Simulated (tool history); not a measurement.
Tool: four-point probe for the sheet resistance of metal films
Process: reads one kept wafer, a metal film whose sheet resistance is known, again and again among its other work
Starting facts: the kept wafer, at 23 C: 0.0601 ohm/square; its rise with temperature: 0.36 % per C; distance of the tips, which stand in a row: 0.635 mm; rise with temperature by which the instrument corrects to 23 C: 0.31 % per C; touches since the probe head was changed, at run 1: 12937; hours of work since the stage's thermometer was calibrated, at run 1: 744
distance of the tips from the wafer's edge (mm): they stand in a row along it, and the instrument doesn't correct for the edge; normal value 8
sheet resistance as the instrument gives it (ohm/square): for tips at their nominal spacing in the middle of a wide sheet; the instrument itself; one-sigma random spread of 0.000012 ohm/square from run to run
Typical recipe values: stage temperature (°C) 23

run    hour  stage temperature (°C)  distance of the tips from the wafer's edge (mm)  touches since the probe head was changed  hours of work since the stage's thermometer was calibrated  sheet resistance as the instrument gives it (ohm/square)
  1       0                      23                                                8                                     12937                                                         744                                                  0.059836
  2    40.7                      23                                                8                                     13288                                                         760                                                  0.059798
  3   114.1                      23                                                8                                     13924                                                         791                                                    0.0598
  4   154.3                      23                                                8                                     14272                                                         807                                                  0.059818
  5     222                      23                                                8                                     14858                                                         835                                                  0.059793
  6   263.3                      23                                                8                                     15215                                                         852                                                  0.059801
  7   340.7                      30                                                8                                     15885                                                         884                                                  0.059971
  8   409.5                      30                                                8                                     16481                                                         912                                                  0.059959
  9   470.7                      30                                                8                                     17011                                                         937                                                  0.059961
 10   515.8                      30                                                8                                     17401                                                         956                                                  0.059924
 11   573.1                      30                                                8                                     17897                                                         979                                                  0.059974
 12   633.7                      32                                                8                                     18422                                                        1004                                                  0.060026
 13   700.2                      32                                                8                                     18998                                                        1032                                                  0.060015
 14     747                      23                                                8                                     19402                                                        1051                                                  0.059757
 15   789.6                      23                                                8                                     19771                                                        1068                                                  0.059736
 16   824.5                      34                                                8                                     20073                                                        1083                                                  0.060012
 17   861.8                      34                                                8                                     20396                                                        1098                                                  0.060047
 18   939.5                      34                                                8                                     21069                                                        1130                                                  0.060031
 19  1012.5                      23                                                8                                     21700                                                        1160                                                  0.059716
 20  1050.2                      23                                                8                                     22027                                                        1176                                                  0.059734
 21    1111                      23                                                8                                     22553                                                        1201                                                  0.059696
 22  1143.4                      23                                               13                                     22833                                                        1214                                                  0.059599
 23  1215.3                      23                                               13                                     23456                                                        1243                                                  0.059591
 24  1248.3                      31                                                3                                     23741                                                        1257                                                  0.061111
 25  1291.3                      31                                                3                                     24113                                                        1275                                                  0.061129
 26  1358.8                      25                                               10                                     24698                                                        1302                                                  0.059689
 27    1429                      19                                                8                                     25305                                                        1331                                                  0.059579
 28  1460.6                      23                                               17                                     25579                                                        1344                                                  0.059533
     1486.6  -- stage's thermometer calibrated
 29  1506.7                      23                                               17                                     25974                                                           8                                                  0.059564
 30  1583.2                      23                                               17                                     26636                                                          40                                                  0.059519
 31  1616.2                      23                                               17                                     26922                                                          53                                                  0.059525
     1637.2  -- stage's thermometer calibrated, once more
 32  1692.1                      20                                                4                                     27574                                                          23                                                   0.06012
 33  1770.4                      33                                               26                                     28252                                                          55                                                  0.059707
 34  1808.9                      18                                                8                                     28585                                                          71                                                  0.059486
 35  1873.7                      24                                               21                                     29146                                                          97                                                  0.059465
 36  1919.8                      30                                               27                                     29545                                                         116                                                  0.059614
 37  1969.2                      27                                               24                                     29972                                                         137                                                  0.059529
 38  2005.5                      27                                               24                                     30287                                                         151                                                  0.059554
 39  2054.4                      27                                               24                                     30710                                                         172                                                  0.059537
 40  2132.2                      23                                               13                                     31384                                                         204                                                  0.059469
 41  2206.4                      23                                               13                                     32026                                                         234                                                  0.059462
 42  2276.5                      34                                               23                                     32632                                                         263                                                  0.059706
 43  2324.2                      23                                               39                                     33045                                                         282                                                  0.059376
 44  2356.6                      30                                               15                                     33325                                                         296                                                  0.059628
 45  2391.8                      33                                                4                                     33630                                                         310                                                   0.06045

Difference, measured minus no-hidden-state, one row per run. Run-to-run variation is common to both terms; the gauge's own scatter need not be:
What the log doesn't record here: inner tips' distance over the nominal, %; tips' flats over new ones', %; wafer's true temperature over the reading, C; drift of the gauge itself on sheet_ohm, %.
run  sheet resistance as the instrument gives it (ohm/square)
  1                                                 -0.000491
  2                                                 -0.000495
  3                                                 -0.000501
  4                                                 -0.000504
  5                                                  -0.00051
  6                                                 -0.000513
  7                                                 -0.000522
  8                                                 -0.000527
  9                                                 -0.000532
 10                                                 -0.000536
 11                                                 -0.000542
 12                                                 -0.000547
 13                                                 -0.000553
 14                                                 -0.000554
 15                                                 -0.000558
 16                                                 -0.000564
 17                                                 -0.000567
 18                                                 -0.000574
 19                                                 -0.000577
 20                                                  -0.00058
 21                                                 -0.000585
 22                                                 -0.000586
 23                                                 -0.000593
 24                                                 -0.000611
 25                                                 -0.000614
 26                                                 -0.000606
 27                                                 -0.000611
 28                                                 -0.000613
 29                                                 -0.000598
 30                                                 -0.000604
 31                                                 -0.000607
 32                                                 -0.000677
 33                                                 -0.000681
 34                                                 -0.000681
 35                                                 -0.000687
 36                                                 -0.000692
 37                                                 -0.000695
 38                                                 -0.000698
 39                                                 -0.000702
 40                                                 -0.000708
 41                                                 -0.000714
 42                                                 -0.000724
 43                                                 -0.000723
 44                                                  -0.00073
 45                                                 -0.000741

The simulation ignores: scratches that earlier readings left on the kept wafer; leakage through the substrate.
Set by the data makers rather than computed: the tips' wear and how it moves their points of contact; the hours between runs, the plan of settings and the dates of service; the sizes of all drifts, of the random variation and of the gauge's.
